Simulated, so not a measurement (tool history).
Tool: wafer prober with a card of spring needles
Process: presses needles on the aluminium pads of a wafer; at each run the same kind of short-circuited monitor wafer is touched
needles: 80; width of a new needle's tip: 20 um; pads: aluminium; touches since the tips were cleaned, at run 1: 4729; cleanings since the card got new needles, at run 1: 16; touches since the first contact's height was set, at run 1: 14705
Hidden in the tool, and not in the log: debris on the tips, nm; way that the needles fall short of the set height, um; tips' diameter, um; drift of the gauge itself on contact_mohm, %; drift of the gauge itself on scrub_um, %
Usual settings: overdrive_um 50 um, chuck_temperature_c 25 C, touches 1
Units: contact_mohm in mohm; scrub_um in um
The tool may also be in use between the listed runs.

run	hour	overdrive_um	chuck_temperature_c	touches	touches since the tips were cleaned	cleanings since the card got new needles	touches since the first contact's height was set	contact_mohm	scrub_um
1	0.0	50	25	1	4729	16	14705	256	10.27
# hour 5.8: tips cleaned on abrasive film
2	10.2	50	25	2	2641	17	20805	255	10.24
3	18.4	50	29	1	7619	17	25783	253	10.20
# hour 19.4: tips cleaned on abrasive film
4	25.1	50	29	1	3430	18	29790	257	10.19
# hour 32.9: tips cleaned on abrasive film
5	33.0	50	29	1	55	19	34536	254	10.20
6	39.3	50	25	1	3879	19	38360	257	10.18
7	44.7	50	25	1	7155	19	41636	255	10.18
# hour 46.4: tips cleaned on abrasive film
8	49.6	50	25	1	1993	20	44542	255	10.13
# hour 60.2: tips cleaned on abrasive film
9	60.9	50	28	1	457	21	51310	256	10.18
10	67.6	50	25	2	4503	21	55356	258	10.10
# hour 73.9: tips cleaned on abrasive film
11	73.9	50	25	2	0	22	59090	253	10.13

Hidden state at the last listed run before each entry between runs and at the first one after, where it differs:
Between runs 1 and 2: tips cleaned on abrasive film (hour 5.8)
  debris on the tips, nm: 0.2 -> 0.1; drift of the gauge itself on scrub_um, %: 0 -> -0.2
  measured less the result without the state, scrub_um: +0.00 -> -0.02 um
Between runs 3 and 4: tips cleaned on abrasive film (hour 19.4)
  drift of the gauge itself on scrub_um, %: -0.35 -> -0.48
  measured less the result without the state, scrub_um: -0.04 -> -0.05 um
Between runs 4 and 5: tips cleaned on abrasive film (hour 32.9)
  debris on the tips, nm: 0.2 -> 0; drift of the gauge itself on scrub_um, %: -0.48 -> -0.64
  measured less the result without the state, scrub_um: -0.05 -> -0.07 um
Between runs 7 and 8: tips cleaned on abrasive film (hour 46.4)
  debris on the tips, nm: 0.2 -> 0.1; drift of the gauge itself on scrub_um, %: -0.86 -> -0.96
  measured less the result without the state, scrub_um: -0.09 -> -0.10 um
Between runs 8 and 9: tips cleaned on abrasive film (hour 60.2)
  drift of the gauge itself on scrub_um, %: -0.96 -> -1.17
  measured less the result without the state, scrub_um: -0.10 -> -0.12 um
Between runs 10 and 11: tips cleaned on abrasive film (hour 73.9)
  debris on the tips, nm: 0.2 -> 0; drift of the gauge itself on scrub_um, %: -1.3 -> -1.42
  measured less the result without the state, scrub_um: -0.14 -> -0.14 um

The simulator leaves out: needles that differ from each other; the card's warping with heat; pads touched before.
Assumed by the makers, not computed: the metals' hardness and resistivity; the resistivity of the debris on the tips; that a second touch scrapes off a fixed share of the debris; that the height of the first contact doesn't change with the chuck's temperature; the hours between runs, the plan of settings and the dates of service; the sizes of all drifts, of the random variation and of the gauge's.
